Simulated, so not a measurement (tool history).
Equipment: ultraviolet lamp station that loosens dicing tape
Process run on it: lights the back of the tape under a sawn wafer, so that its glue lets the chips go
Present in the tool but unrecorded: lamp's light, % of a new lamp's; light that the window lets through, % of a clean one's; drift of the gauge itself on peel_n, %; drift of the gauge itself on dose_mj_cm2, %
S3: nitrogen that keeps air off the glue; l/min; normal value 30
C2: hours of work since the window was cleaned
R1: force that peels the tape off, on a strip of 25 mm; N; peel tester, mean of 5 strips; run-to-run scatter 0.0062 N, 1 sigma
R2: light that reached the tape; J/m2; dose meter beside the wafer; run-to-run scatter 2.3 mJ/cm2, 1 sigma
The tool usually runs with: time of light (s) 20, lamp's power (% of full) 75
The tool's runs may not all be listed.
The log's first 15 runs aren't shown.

Run 16, hour 893.5: usual settings but lamp's power (% of full) 64; hours of work of the lamp 391; C2 302. Result: R1 0.368 N, R2 1600 J/m2.
Run 17, hour 958.5: usual settings but lamp's power (% of full) 64; hours of work of the lamp 439; C2 350. Result: R1 0.385 N, R2 1520 J/m2.
Run 18, hour 1025.3: usual settings but lamp's power (% of full) 64; hours of work of the lamp 488; C2 399. Result: R1 0.406 N, R2 1480 J/m2.
Run 19, hour 1066.4: usual settings but lamp's power (% of full) 64; hours of work of the lamp 518; C2 429. Result: R1 0.407 N, R2 1430 J/m2.
At hour 1105.6: window cleaned of glue's vapour.
Run 20, hour 1136.5: usual settings but S3 19 l/min; hours of work of the lamp 570; C2 23. Result: R1 0.370 N, R2 1740 J/m2.
Run 21, hour 1213.3: usual settings but S3 19 l/min; hours of work of the lamp 626; C2 79. Result: R1 0.414 N, R2 1690 J/m2.
Run 22, hour 1257.3: usual settings but S3 35 l/min; hours of work of the lamp 659; C2 112. Result: R1 0.314 N, R2 1710 J/m2.
Run 23, hour 1292.4: usual settings but S3 35 l/min; hours of work of the lamp 685; C2 138. Result: R1 0.316 N, R2 1610 J/m2.
At hour 1344.1: lamp changed.
Run 24, hour 1364.3: usual settings but lamp's power (% of full) 80, S3 57 l/min; hours of work of the lamp 15; C2 190. Result: R1 0.155 N, R2 2380 J/m2.

What does the tool deliver on the next run?
Run 25, hour 1417.4: usual settings but lamp's power (% of full) 80, S3 57 l/min; hours of work of the lamp 54; C2 229. Result: R1 ?, R2 ?.

Run 25 came out at R1 0.140 N, R2 2360 J/m2.
Without the tool's hidden state the same run would have given R1 0.128 N, R2 2530 J/m2.
